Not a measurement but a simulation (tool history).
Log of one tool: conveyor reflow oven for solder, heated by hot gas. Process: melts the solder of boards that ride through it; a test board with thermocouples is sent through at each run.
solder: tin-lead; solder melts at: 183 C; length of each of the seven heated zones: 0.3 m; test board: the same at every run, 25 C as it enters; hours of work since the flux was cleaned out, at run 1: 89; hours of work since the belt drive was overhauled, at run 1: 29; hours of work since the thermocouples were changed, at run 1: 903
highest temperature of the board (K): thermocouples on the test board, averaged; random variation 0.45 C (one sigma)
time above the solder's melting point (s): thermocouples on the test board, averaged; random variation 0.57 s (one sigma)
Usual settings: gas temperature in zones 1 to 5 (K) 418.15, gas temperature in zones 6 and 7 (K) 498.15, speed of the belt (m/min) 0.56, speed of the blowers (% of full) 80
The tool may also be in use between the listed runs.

run,hour,gas temperature in zones 1 to 5 (K),gas temperature in zones 6 and 7 (K),speed of the belt (m/min),speed of the blowers (% of full),hours of work since the flux was cleaned out,hours of work since the belt drive was overhauled,hours of work since the thermocouples were changed,highest temperature of the board (K),time above the solder's melting point (s)
1,0,418.15,498.15,0.56,80,89,29,903,480.65,42.9
2,46.3,418.15,498.15,0.56,80,112,51,926,480.25,41.9
3,73.3,418.15,498.15,0.56,80,125,65,939,481.45,42.8
4,102.7,418.15,498.15,0.56,68,139,79,954,478.15,39.8
5,145,412.15,498.15,0.56,68,160,100,974,477.25,36.7
6,172.5,412.15,498.15,0.56,86,174,113,988,479.65,40.2
7,219,412.15,512.15,0.56,86,196,136,1011,490.55,48.8
8,266,412.15,512.15,0.56,86,220,159,1034,490.35,49.7
9,288.8,412.15,512.15,0.56,86,231,170,1045,490.75,47.5
10,337,412.15,512.15,0.56,86,254,194,1069,491.05,48.7
11,369.2,412.15,512.15,0.56,86,270,210,1084,490.85,48.6
12,407.4,412.15,512.15,0.56,86,289,229,1103,490.45,47
13,427.6,416.15,498.15,0.56,80,299,239,1113,478.75,39.4
14,460.1,418.15,498.15,0.56,80,315,254,1129,478.95,40.9
15,502.3,418.15,498.15,0.477,80,335,275,1150,482.65,53.9
16,528.2,418.15,498.15,0.477,80,348,288,1162,481.95,53.5
17,548.5,418.15,498.15,0.477,80,358,298,1172,482.65,53.9
18,577.9,405.15,494.15,0.568,51,373,312,1187,465.65,18.5
19,603.8,428.15,491.15,0.66,51,385,325,1200,464.25,17.4
20,628.1,428.15,491.15,0.66,51,397,337,1211,464.15,17.3
# hour 636: flux residue cleaned out of gas plates and filters
21,654.3,408.15,488.15,0.472,68,9,347,1222,473.25,40.3
# hour 697.9: thermocouples of zones 6 and 7 changed
22,704.2,428.15,488.15,0.472,76,32,371,3,480.15,57.6
23,746.6,426.15,502.15,0.599,77,53,392,24,486.45,45.9
24,772.2,426.15,502.15,0.599,77,66,404,36,485.65,46.1
25,803.4,426.15,502.15,0.599,77,81,419,52,485.95,46.8
26,841.6,426.15,502.15,0.599,77,100,438,71,485.65,45.9
27,875.3,426.15,502.15,0.619,77,116,455,87,484.05,44
28,924.7,408.15,498.15,0.56,80,141,479,111,480.65,40.2
29,972.1,432.15,498.15,0.56,83,164,502,135,485.45,52.5
30,1021.1,432.15,493.15,0.56,77,188,526,159,481.45,47.8
31,1068,432.15,493.15,0.56,77,211,549,182,480.25,49.7
32,1100.3,418.15,496.15,0.654,75,227,565,197,475.15,29.9

Some steps in highest temperature of the board (K) between neighbouring runs. How much of each would the tool show without its hidden state too (settings, what came in, random variation), and how much is left for the hidden state, with any gauge scatter that isn't in both results?
The hidden state here: heat that the gas passes to the board, % of a clean oven's; belt's true speed, % of the reading; true gas temperature in zones 6 and 7 over the reading, C; drift of the gauge itself on peak_c, C; drift of the gauge itself on liquid_s, %.
Run 6 -> 7: gas temperature in zones 6 and 7 (K) 498.15 -> 512.15. highest temperature of the board (K) +10.9: hidden state -0.5, all else +11.4.
Run 12 -> 13: gas temperature in zones 1 to 5 (K) 412.15 -> 416.15, gas temperature in zones 6 and 7 (K) 512.15 -> 498.15, speed of the blowers (% of full) 86 -> 80. highest temperature of the board (K) -11.7: hidden state +0.4, all else -12.1.
Run 17 -> 18: gas temperature in zones 1 to 5 (K) 418.15 -> 405.15, gas temperature in zones 6 and 7 (K) 498.15 -> 494.15, speed of the belt (m/min) 0.477 -> 0.568, speed of the blowers (% of full) 80 -> 51. highest temperature of the board (K) -17: hidden state -0.1, all else -16.9.
Run 20 -> 21: gas temperature in zones 1 to 5 (K) 428.15 -> 408.15, gas temperature in zones 6 and 7 (K) 491.15 -> 488.15, speed of the belt (m/min) 0.66 -> 0.472, speed of the blowers (% of full) 51 -> 68, flux residue cleaned out of gas plates and filters. highest temperature of the board (K) +9.1: hidden state +1.8, all else +7.3.
Run 21 -> 22: gas temperature in zones 1 to 5 (K) 408.15 -> 428.15, speed of the blowers (% of full) 68 -> 76, thermocouples of zones 6 and 7 changed. highest temperature of the board (K) +6.9: hidden state +3.4, all else +3.5.
Run 31 -> 32: gas temperature in zones 1 to 5 (K) 432.15 -> 418.15, gas temperature in zones 6 and 7 (K) 493.15 -> 496.15, speed of the belt (m/min) 0.56 -> 0.654, speed of the blowers (% of full) 77 -> 75. highest temperature of the board (K) -5.1: hidden state -0.6, all else -4.5.
